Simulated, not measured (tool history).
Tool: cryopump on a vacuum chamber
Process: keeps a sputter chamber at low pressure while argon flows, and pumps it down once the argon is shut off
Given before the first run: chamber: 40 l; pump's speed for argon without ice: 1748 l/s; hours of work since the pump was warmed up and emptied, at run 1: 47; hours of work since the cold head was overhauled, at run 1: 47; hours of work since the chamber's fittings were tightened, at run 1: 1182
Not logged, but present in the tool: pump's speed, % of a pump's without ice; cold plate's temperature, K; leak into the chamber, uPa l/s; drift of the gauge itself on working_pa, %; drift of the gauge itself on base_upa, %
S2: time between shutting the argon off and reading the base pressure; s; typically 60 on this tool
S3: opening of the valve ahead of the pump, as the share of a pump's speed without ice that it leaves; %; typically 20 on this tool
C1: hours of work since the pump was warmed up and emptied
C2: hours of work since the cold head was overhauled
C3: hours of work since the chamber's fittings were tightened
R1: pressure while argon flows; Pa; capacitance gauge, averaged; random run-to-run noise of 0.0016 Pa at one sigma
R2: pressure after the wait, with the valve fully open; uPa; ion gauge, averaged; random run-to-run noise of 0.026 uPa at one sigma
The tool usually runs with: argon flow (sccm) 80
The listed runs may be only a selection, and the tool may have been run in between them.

Run 1, hour 0: usual settings; C1 47; C2 47; C3 1182. Result: R1 0.3871 Pa, R2 1.57 uPa.
Run 2, hour 20: usual settings; C1 63; C2 63; C3 1198. Result: R1 0.3918 Pa, R2 1.6 uPa.
Run 3, hour 31.8: usual settings; C1 73; C2 73; C3 1207. Result: R1 0.3862 Pa, R2 1.57 uPa.
Run 4, hour 50.4: usual settings; C1 88; C2 88; C3 1222. Result: R1 0.389 Pa, R2 1.64 uPa.
Run 5, hour 63.2: usual settings but S3 52 %; C1 98; C2 98; C3 1232. Result: R1 0.1505 Pa, R2 1.66 uPa.
Run 6, hour 76.5: usual settings but S2 52 s; C1 109; C2 109; C3 1243. Result: R1 0.3913 Pa, R2 1.8 uPa.
Run 7, hour 88.5: usual settings but S2 52 s; C1 118; C2 118; C3 1253. Result: R1 0.3856 Pa, R2 1.77 uPa.
Run 8, hour 98.8: usual settings but S2 52 s; C1 126; C2 126; C3 1261. Result: R1 0.3896 Pa, R2 1.83 uPa.
Run 9, hour 115.8: usual settings but S2 52 s; C1 140; C2 140; C3 1274. Result: R1 0.3873 Pa, R2 1.84 uPa.
Run 10, hour 133.3: usual settings; C1 154; C2 154; C3 1289. Result: R1 0.3895 Pa, R2 1.67 uPa.
Run 11, hour 146.5: usual settings; C1 165; C2 165; C3 1299. Result: R1 0.3877 Pa, R2 1.67 uPa.
Run 12, hour 156.8: usual settings; C1 173; C2 173; C3 1307. Result: R1 0.3883 Pa, R2 1.68 uPa.
Run 13, hour 170.1: usual settings; C1 184; C2 184; C3 1318. Result: R1 0.3906 Pa, R2 1.74 uPa.
Run 14, hour 180.3: usual settings; C1 192; C2 192; C3 1326. Result: R1 0.3893 Pa, R2 1.7 uPa.
Run 15, hour 193.6: usual settings; C1 203; C2 203; C3 1337. Result: R1 0.388 Pa, R2 1.73 uPa.
Run 16, hour 206.4: usual settings but S3 21 %; C1 213; C2 213; C3 1347. Result: R1 0.3707 Pa, R2 1.7 uPa.
Run 17, hour 221.8: usual settings but S2 25 s; C1 225; C2 225; C3 1360. Result: R1 0.3897 Pa, R2 2.97 uPa.
Run 18, hour 231.6: usual settings but S2 25 s; C1 233; C2 233; C3 1367. Result: R1 0.3925 Pa, R2 3.08 uPa.
Run 19, hour 242.2: usual settings but argon flow (sccm) 43, S2 182 s, S3 31 %; C1 242; C2 242; C3 1376. Result: R1 0.1341 Pa, R2 1.11 uPa.
Run 20, hour 263.7: usual settings but argon flow (sccm) 133, S3 23 %; C1 259; C2 259; C3 1393. Result: R1 0.5661 Pa, R2 1.78 uPa.
Run 21, hour 273.6: usual settings but S3 23 %; C1 267; C2 267; C3 1401. Result: R1 0.3405 Pa, R2 1.75 uPa.
Run 22, hour 292: usual settings but argon flow (sccm) 47, S2 173 s, S3 53 %; C1 282; C2 282; C3 1416. Result: R1 0.0873 Pa, R2 1.17 uPa.
Run 23, hour 311.2: usual settings but argon flow (sccm) 54, S2 38 s, S3 19 %; C1 297; C2 297; C3 1431. Result: R1 0.2766 Pa, R2 2.34 uPa.
Run 24, hour 327.5: usual settings but argon flow (sccm) 147; C1 310; C2 310; C3 1444. Result: R1 0.7138 Pa, R2 1.74 uPa.
Run 25, hour 348.7: usual settings but argon flow (sccm) 147; C1 327; C2 327; C3 1462. Result: R1 0.7195 Pa, R2 1.83 uPa.
Run 26, hour 364.7: usual settings but argon flow (sccm) 132, S2 97 s, S3 22 %; C1 340; C2 340; C3 1474. Result: R1 0.5884 Pa, R2 1.44 uPa.
Run 27, hour 376.4: usual settings but argon flow (sccm) 86, S2 61 s, S3 28 %; C1 349; C2 349; C3 1484. Result: R1 0.2992 Pa, R2 1.76 uPa.
Run 28, hour 386.5: usual settings but argon flow (sccm) 86, S2 61 s, S3 28 %; C1 358; C2 358; C3 1492. Result: R1 0.3003 Pa, R2 1.76 uPa.
Run 29, hour 396.5: usual settings but argon flow (sccm) 86, S2 61 s, S3 28 %; C1 366; C2 366; C3 1500. Result: R1 0.3034 Pa, R2 1.8 uPa.
Run 30, hour 418: usual settings but argon flow (sccm) 49; C1 383; C2 383; C3 1517. Result: R1 0.2383 Pa, R2 1.82 uPa.
Run 31, hour 439.6: usual settings but argon flow (sccm) 141, S2 284 s; C1 400; C2 400; C3 1535. Result: R1 0.6855 Pa, R2 1.1 uPa.
Run 32, hour 458.3: usual settings but argon flow (sccm) 78, S2 188 s; C1 415; C2 415; C3 1550. Result: R1 0.3817 Pa, R2 1.19 uPa.
Run 33, hour 472.1: usual settings but argon flow (sccm) 49, S2 31 s, S3 44 %; C1 426; C2 426; C3 1561. Result: R1 0.1106 Pa, R2 2.66 uPa.
Run 34, hour 486.8: usual settings but argon flow (sccm) 141, S2 103 s, S3 22 %; C1 438; C2 438; C3 1572. Result: R1 0.6332 Pa, R2 1.46 uPa.
Run 35, hour 505.8: usual settings but argon flow (sccm) 63, S2 258 s; C1 453; C2 453; C3 1588. Result: R1 0.3096 Pa, R2 1.13 uPa.

Per-run results on a tool with no hidden state, each run keeping its own random variation:
run      R1    R2
  1  0.3863  1.04
  2  0.3908  1.06
  3  0.3851  1.03
  4  0.3878  1.09
  5  0.1491  1.08
  6  0.3898  1.23
  7   0.384   1.2
  8   0.388  1.24
  9  0.3855  1.25
 10  0.3875  1.07
 11  0.3856  1.08
 12  0.3862  1.07
 13  0.3884  1.12
 14  0.3869  1.09
 15  0.3856  1.11
 16  0.3681  1.07
 17  0.3871  2.33
 18  0.3897  2.43
 19  0.1326  0.47
 20  0.5611  1.11
 21  0.3374  1.09
 22  0.0854  0.49
 23  0.2743  1.65
 24  0.7073  1.06
 25  0.7126  1.12
 26   0.582  0.74
 27  0.2949  1.05
 28   0.296  1.06
 29  0.2989  1.08
 30  0.2357  1.09
 31  0.6777  0.38
 32  0.3772  0.46
 33  0.1077  1.92
 34  0.6246  0.71
 35  0.3056  0.36

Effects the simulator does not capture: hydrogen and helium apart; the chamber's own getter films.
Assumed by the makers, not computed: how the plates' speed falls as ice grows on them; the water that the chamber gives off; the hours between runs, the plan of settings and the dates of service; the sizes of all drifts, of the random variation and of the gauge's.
